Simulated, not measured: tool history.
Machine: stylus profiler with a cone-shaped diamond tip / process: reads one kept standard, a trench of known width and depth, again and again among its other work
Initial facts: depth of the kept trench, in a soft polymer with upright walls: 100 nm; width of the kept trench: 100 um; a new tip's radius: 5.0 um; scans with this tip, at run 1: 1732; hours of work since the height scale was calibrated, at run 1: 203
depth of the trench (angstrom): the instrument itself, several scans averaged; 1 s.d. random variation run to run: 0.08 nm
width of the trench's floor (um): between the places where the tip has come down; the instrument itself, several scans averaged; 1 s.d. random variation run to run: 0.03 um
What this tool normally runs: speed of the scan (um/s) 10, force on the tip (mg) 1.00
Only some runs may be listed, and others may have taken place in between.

| run | hour | speed of the scan (um/s) | force on the tip (mg) | scans with this tip | hours of work since the height scale was calibrated | depth of the trench (angstrom) | width of the trench's floor (um) |
|---|---|---|---|---|---|---|---|
| 1 | 0.0 | 10 | 1.00 | 1732 | 203 | 1006.8 | 97.83 |
| 2 | 19.9 | 10 | 1.00 | 1804 | 211 | 1005.6 | 97.77 |
| 3 | 30.1 | 7 | 1.00 | 1841 | 216 | 1007.2 | 97.84 |
| 4 | 47.0 | 7 | 1.00 | 1903 | 223 | 1005.5 | 97.83 |
| 5 | 63.7 | 7 | 1.00 | 1963 | 230 | 1006.2 | 97.82 |
| 6 | 80.6 | 7 | 1.00 | 2025 | 237 | 1006.0 | 97.79 |
| 7 | 96.4 | 7 | 1.00 | 2082 | 244 | 1005.1 | 97.82 |
| 8 | 108.1 | 7 | 1.00 | 2124 | 249 | 1006.0 | 97.79 |
| 9 | 121.5 | 7 | 1.00 | 2173 | 255 | 1007.3 | 97.76 |
| 10 | 139.3 | 10 | 1.00 | 2237 | 262 | 1005.9 | 97.76 |
| 11 | 158.4 | 10 | 1.00 | 2307 | 270 | 1005.9 | 97.81 |
| 12 | 170.3 | 10 | 1.00 | 2350 | 275 | 1005.0 | 97.80 |
| 13 | 178.7 | 10 | 1.00 | 2380 | 279 | 1006.0 | 97.73 |
| 14 | 192.6 | 10 | 1.00 | 2431 | 285 | 1005.8 | 97.74 |
| 15 | 200.8 | 10 | 1.00 | 2460 | 288 | 1004.4 | 97.78 |
| 16 | 214.0 | 10 | 1.00 | 2508 | 294 | 1006.5 | 97.75 |
| 17 | 229.8 | 10 | 1.00 | 2566 | 301 | 1006.3 | 97.76 |
| 18 | 242.7 | 10 | 0.78 | 2612 | 306 | 1004.9 | 97.69 |
| 19 | 255.4 | 6 | 0.77 | 2658 | 312 | 1005.9 | 97.74 |
| 20 | 272.1 | 12 | 1.90 | 2719 | 319 | 1009.3 | 97.72 |
| 21 | 292.0 | 27 | 0.38 | 2791 | 327 | 1002.0 | 97.48 |
| 22 | 303.1 | 27 | 0.38 | 2831 | 332 | 1003.4 | 97.49 |
| 23 | 312.8 | 3 | 0.55 | 2867 | 336 | 1002.9 | 97.76 |
| 24 | 330.2 | 3 | 0.55 | 2930 | 343 | 1004.1 | 97.78 |
| 25 | 349.3 | 7 | 1.11 | 2999 | 351 | 1006.8 | 97.76 |
| 26 | 365.0 | 29 | 0.43 | 3056 | 358 | 1002.0 | 97.46 |
| 27 | 384.8 | 16 | 2.11 | 3128 | 367 | 1010.3 | 97.72 |
| 28 | 399.6 | 10 | 0.84 | 3182 | 373 | 1004.1 | 97.72 |
| 29 | 408.7 | 10 | 0.84 | 3214 | 377 | 1003.4 | 97.70 |
| 30 | 426.8 | 26 | 2.37 | 3280 | 384 | 1009.1 | 97.60 |
| 31 | 446.5 | 2 | 1.79 | 3351 | 393 | 1009.6 | 97.73 |
| 32 | 457.1 | 19 | 0.75 | 3390 | 397 | 1003.3 | 97.62 |
| 33 | 476.5 | 25 | 2.37 | 3460 | 405 | 1009.9 | 97.65 |
| 34 | 487.0 | 25 | 2.37 | 3498 | 410 | 1010.1 | 97.63 |
| 35 | 502.5 | 15 | 0.93 | 3555 | 417 | 1005.1 | 97.70 |

The logged runs with the hidden state left out (each run's random variation unchanged):
Hidden state at play: radius of the tip, um; height scale over the true one, %; drift of the gauge itself on depth_nm, %; drift of the gauge itself on floor_um, %.
| run | depth of the trench (angstrom) | width of the trench's floor (um) |
|---|---|---|
| 1 | 1007.7 | 97.96 |
| 2 | 1006.5 | 97.91 |
| 3 | 1008.1 | 97.98 |
| 4 | 1006.4 | 97.97 |
| 5 | 1007.2 | 97.96 |
| 6 | 1007.0 | 97.94 |
| 7 | 1006.2 | 97.98 |
| 8 | 1007.0 | 97.95 |
| 9 | 1008.4 | 97.92 |
| 10 | 1007.0 | 97.93 |
| 11 | 1007.0 | 97.97 |
| 12 | 1006.2 | 97.97 |
| 13 | 1007.1 | 97.90 |
| 14 | 1007.0 | 97.92 |
| 15 | 1005.6 | 97.96 |
| 16 | 1007.7 | 97.93 |
| 17 | 1007.6 | 97.94 |
| 18 | 1006.2 | 97.88 |
| 19 | 1007.2 | 97.93 |
| 20 | 1010.6 | 97.91 |
| 21 | 1003.4 | 97.68 |
| 22 | 1004.8 | 97.68 |
| 23 | 1004.3 | 97.96 |
| 24 | 1005.6 | 97.98 |
| 25 | 1008.3 | 97.97 |
| 26 | 1003.5 | 97.67 |
| 27 | 1011.9 | 97.93 |
| 28 | 1005.7 | 97.94 |
| 29 | 1005.0 | 97.92 |
| 30 | 1010.8 | 97.82 |
| 31 | 1011.3 | 97.96 |
| 32 | 1005.0 | 97.85 |
| 33 | 1011.6 | 97.88 |
| 34 | 1011.9 | 97.86 |
| 35 | 1006.9 | 97.94 |
